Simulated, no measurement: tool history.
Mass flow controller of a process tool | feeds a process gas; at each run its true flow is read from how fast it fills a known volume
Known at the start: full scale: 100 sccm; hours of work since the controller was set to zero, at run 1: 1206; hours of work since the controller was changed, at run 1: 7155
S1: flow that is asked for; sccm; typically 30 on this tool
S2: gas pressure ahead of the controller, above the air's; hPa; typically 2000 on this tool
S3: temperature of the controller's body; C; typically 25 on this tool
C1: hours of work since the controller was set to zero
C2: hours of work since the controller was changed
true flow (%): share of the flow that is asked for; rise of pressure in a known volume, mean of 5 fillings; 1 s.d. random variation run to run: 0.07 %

{"run": 1, "hour": 0.0, "S1": 30, "S2": 2000, "S3": 25, "C1": 1206, "C2": 7155, "true flow (%)": 96.1}
{"run": 2, "hour": 417.8, "S1": 30, "S2": 2000, "S3": 25, "C1": 1477, "C2": 7426, "true flow (%)": 95.85}
{"run": 3, "hour": 617.4, "S1": 46, "S2": 2000, "S3": 25, "C1": 1607, "C2": 7556, "true flow (%)": 96.09}
{"run": 4, "hour": 908.2, "S1": 46, "S2": 2000, "S3": 25, "C1": 1796, "C2": 7745, "true flow (%)": 95.96}
{"run": 5, "hour": 1339.6, "S1": 30, "S2": 2000, "S3": 25, "C1": 2076, "C2": 8025, "true flow (%)": 95.29}
{"run": 6, "hour": 1750.5, "S1": 30, "S2": 2000, "S3": 25, "C1": 2344, "C2": 8292, "true flow (%)": 94.97}
{"run": 7, "hour": 2000.9, "S1": 30, "S2": 2000, "S3": 25, "C1": 2506, "C2": 8455, "true flow (%)": 94.85}
{"run": 8, "hour": 2394.5, "S1": 30, "S2": 2000, "S3": 36, "C1": 2762, "C2": 8711, "true flow (%)": 95.32}
{"run": 9, "hour": 2662.4, "S1": 28, "S2": 2000, "S3": 25, "C1": 2936, "C2": 8885, "true flow (%)": 94.46}
{"run": 10, "hour": 2972.7, "S1": 28, "S2": 2000, "S3": 25, "C1": 3138, "C2": 9087, "true flow (%)": 94.23}
{"run": 11, "hour": 3199.3, "S1": 30, "S2": 2000, "S3": 25, "C1": 3285, "C2": 9234, "true flow (%)": 94.17}
{"run": 12, "hour": 3655.2, "S1": 30, "S2": 1410, "S3": 25, "C1": 3581, "C2": 9530, "true flow (%)": 93.72}
{"run": 13, "hour": 3969.9, "S1": 25, "S2": 2000, "S3": 25, "C1": 3786, "C2": 9735, "true flow (%)": 93.35}
{"run": 14, "hour": 4325.3, "S1": 60, "S2": 2780, "S3": 25, "C1": 4017, "C2": 9966, "true flow (%)": 95.44}
{"run": 15, "hour": 4669.5, "S1": 30, "S2": 2590, "S3": 23, "C1": 4241, "C2": 10190, "true flow (%)": 93.61}

Run 16 is up next; what results do you expect?
{"run": 16, "hour": 5030.6, "S1": 45, "S2": 1740, "S3": 23, "C1": 4475, "C2": 10424, "true flow (%)": "?"}

Run 16 came out at true flow (%) 93.81.
Minus the tool's unlogged condition, the same run would have read true flow (%) 98.99.
